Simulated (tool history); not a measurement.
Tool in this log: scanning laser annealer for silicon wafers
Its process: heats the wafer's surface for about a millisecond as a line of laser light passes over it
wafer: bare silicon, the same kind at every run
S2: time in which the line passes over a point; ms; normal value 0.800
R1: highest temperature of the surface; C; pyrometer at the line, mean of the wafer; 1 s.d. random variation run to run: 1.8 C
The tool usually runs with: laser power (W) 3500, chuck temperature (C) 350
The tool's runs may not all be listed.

{"run": 1, "hour": 0.0, "laser power (W)": 3500, "S2": 0.8, "chuck temperature (C)": 350, "R1": 1046}
{"run": 2, "hour": 80.4, "laser power (W)": 3500, "S2": 0.8, "chuck temperature (C)": 317, "R1": 1012}
{"run": 3, "hour": 135.4, "laser power (W)": 3500, "S2": 0.8, "chuck temperature (C)": 317, "R1": 1010}
{"run": 4, "hour": 176.3, "laser power (W)": 3500, "S2": 0.8, "chuck temperature (C)": 317, "R1": 1009}
{"run": 5, "hour": 243.6, "laser power (W)": 3500, "S2": 0.8, "chuck temperature (C)": 317, "R1": 1007}
{"run": 6, "hour": 286.5, "laser power (W)": 3500, "S2": 0.8, "chuck temperature (C)": 317, "R1": 1004}
{"run": 7, "hour": 363.7, "laser power (W)": 3500, "S2": 0.8, "chuck temperature (C)": 317, "R1": 999}
{"hour": 379.0, "done": "window over the wafer cleaned"}
{"run": 8, "hour": 429.2, "laser power (W)": 3500, "S2": 0.8, "chuck temperature (C)": 317, "R1": 1018}
{"run": 9, "hour": 484.2, "laser power (W)": 3500, "S2": 0.8, "chuck temperature (C)": 321, "R1": 1017}
{"run": 10, "hour": 536.1, "laser power (W)": 3500, "S2": 0.8, "chuck temperature (C)": 321, "R1": 1018}
{"run": 11, "hour": 598.5, "laser power (W)": 3500, "S2": 0.8, "chuck temperature (C)": 350, "R1": 1045}
{"run": 12, "hour": 650.8, "laser power (W)": 3500, "S2": 0.582, "chuck temperature (C)": 350, "R1": 948}
{"hour": 662.2, "done": "optics aligned, line set to its width"}
{"run": 13, "hour": 737.4, "laser power (W)": 3500, "S2": 0.582, "chuck temperature (C)": 350, "R1": 942}
{"run": 14, "hour": 801.7, "laser power (W)": 3500, "S2": 0.8, "chuck temperature (C)": 350, "R1": 1033}
{"run": 15, "hour": 859.5, "laser power (W)": 3500, "S2": 0.8, "chuck temperature (C)": 334, "R1": 1016}
{"run": 16, "hour": 903.7, "laser power (W)": 3500, "S2": 0.8, "chuck temperature (C)": 334, "R1": 1012}
{"run": 17, "hour": 963.7, "laser power (W)": 3447, "S2": 0.644, "chuck temperature (C)": 347, "R1": 953}
{"run": 18, "hour": 1028.3, "laser power (W)": 3408, "S2": 0.951, "chuck temperature (C)": 375, "R1": 1084}
{"run": 19, "hour": 1102.2, "laser power (W)": 3408, "S2": 0.951, "chuck temperature (C)": 375, "R1": 1084}
{"hour": 1133.9, "done": "optics aligned, line set to its width, once more"}
{"hour": 1140.8, "done": "window over the wafer cleaned"}
{"run": 20, "hour": 1158.5, "laser power (W)": 3461, "S2": 0.583, "chuck temperature (C)": 321, "R1": 927}
{"run": 21, "hour": 1212.9, "laser power (W)": 3143, "S2": 0.617, "chuck temperature (C)": 327, "R1": 890}
{"run": 22, "hour": 1278.0, "laser power (W)": 3407, "S2": 0.979, "chuck temperature (C)": 327, "R1": 1074}
{"run": 23, "hour": 1362.7, "laser power (W)": 3048, "S2": 0.844, "chuck temperature (C)": 350, "R1": 970}
{"run": 24, "hour": 1433.1, "laser power (W)": 3820, "S2": 0.9, "chuck temperature (C)": 350, "R1": 1154}
{"run": 25, "hour": 1481.0, "laser power (W)": 3820, "S2": 0.9, "chuck temperature (C)": 350, "R1": 1155}
{"run": 26, "hour": 1569.4, "laser power (W)": 3311, "S2": 0.756, "chuck temperature (C)": 389, "R1": 1028}
{"run": 27, "hour": 1617.7, "laser power (W)": 3311, "S2": 0.877, "chuck temperature (C)": 389, "R1": 1066}
{"run": 28, "hour": 1688.4, "laser power (W)": 3032, "S2": 0.784, "chuck temperature (C)": 350, "R1": 937}
{"run": 29, "hour": 1763.5, "laser power (W)": 3577, "S2": 0.625, "chuck temperature (C)": 315, "R1": 941}
{"run": 30, "hour": 1848.2, "laser power (W)": 3123, "S2": 0.8, "chuck temperature (C)": 332, "R1": 939}
{"hour": 1892.0, "done": "window over the wafer cleaned"}
{"run": 31, "hour": 1897.0, "laser power (W)": 3079, "S2": 0.956, "chuck temperature (C)": 346, "R1": 1013}

Consider 5 possible next runs. They are alternatives, not a sequence: every one starts from the tool as it was left by run 31. What does each give?
{"run": "A", "hour": 1949.2, "laser power (W)": 3202, "S2": 0.863, "chuck temperature (C)": 315, "R1": "?"}
{"run": "B", "hour": 1949.2, "laser power (W)": 2985, "S2": 0.806, "chuck temperature (C)": 350, "R1": "?"}
{"run": "C", "hour": 1949.2, "laser power (W)": 3135, "S2": 0.606, "chuck temperature (C)": 350, "R1": "?"}
{"run": "D", "hour": 1949.2, "laser power (W)": 3849, "S2": 0.8, "chuck temperature (C)": 350, "R1": "?"}
{"run": "E", "hour": 1949.2, "laser power (W)": 3704, "S2": 0.956, "chuck temperature (C)": 379, "R1": "?"}

run=A R1=974
run=B R1=945
run=C R1=901
run=D R1=1121
run=E R1=1181
Without the tool's unlogged condition, the same runs would have read:
run=A R1=987
run=B R1=957
run=C R1=912
run=D R1=1136
run=E R1=1197
